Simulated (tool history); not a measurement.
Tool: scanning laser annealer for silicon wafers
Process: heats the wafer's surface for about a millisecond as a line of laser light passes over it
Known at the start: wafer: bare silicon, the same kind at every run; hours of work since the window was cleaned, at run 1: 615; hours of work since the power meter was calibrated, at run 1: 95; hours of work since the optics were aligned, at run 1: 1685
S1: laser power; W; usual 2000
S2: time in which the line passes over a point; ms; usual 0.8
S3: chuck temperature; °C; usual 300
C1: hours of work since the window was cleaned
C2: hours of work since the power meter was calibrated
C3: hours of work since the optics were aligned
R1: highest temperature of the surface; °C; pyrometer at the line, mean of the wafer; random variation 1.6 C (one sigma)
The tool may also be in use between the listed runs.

| run | day | S1 | S2 | S3 | C1 | C2 | C3 | R1 |
|---|---|---|---|---|---|---|---|---|
| 1 | 0 | 2000 | 0.8 | 300 | 615 | 95 | 1685 | 1047 |
| 2 | 0.346 | 2000 | 0.8 | 300 | 619 | 99 | 1688 | 1046 |
| 3 | 0.65 | 2000 | 0.8 | 300 | 622 | 103 | 1692 | 1048 |
| 4 | 0.829 | 2000 | 0.906 | 300 | 624 | 105 | 1694 | 1096 |
| 5 | 1.058 | 2000 | 0.906 | 300 | 627 | 107 | 1696 | 1095 |
|  | 1.533 | optics aligned, line set to its width |
| 6 | 1.55 | 2057 | 0.8 | 300 | 630 | 110 | 0 | 1096 |
| 7 | 1.792 | 2116 | 0.975 | 302 | 633 | 113 | 3 | 1206 |
| 8 | 2.108 | 2116 | 0.975 | 302 | 636 | 117 | 6 | 1205 |
|  | 2.479 | window over the wafer cleaned |
| 9 | 2.492 | 2000 | 0.687 | 300 | 0 | 120 | 10 | 1034 |
| 10 | 2.833 | 2000 | 0.687 | 300 | 4 | 124 | 14 | 1036 |
| 11 | 3.017 | 2000 | 0.687 | 300 | 6 | 126 | 16 | 1035 |

How the hidden state differs across the entries between the runs, from the last listed run before each to the first after it:
Between runs 5 and 6: optics aligned, line set to its width (day 1.533)
  light that passes the window, % of a clean one's: 97.65 -> 97.64; width of the line over the set one, %: 4.21 -> 0.17
  measured less the result without the state, R1: -46 -> -22 °C
Between runs 8 and 9: window over the wafer cleaned (day 2.479)
  light that passes the window, % of a clean one's: 97.62 -> 99.9; width of the line over the set one, %: 0.18 -> 0.19
  measured less the result without the state, R1: -25 -> +0 °C

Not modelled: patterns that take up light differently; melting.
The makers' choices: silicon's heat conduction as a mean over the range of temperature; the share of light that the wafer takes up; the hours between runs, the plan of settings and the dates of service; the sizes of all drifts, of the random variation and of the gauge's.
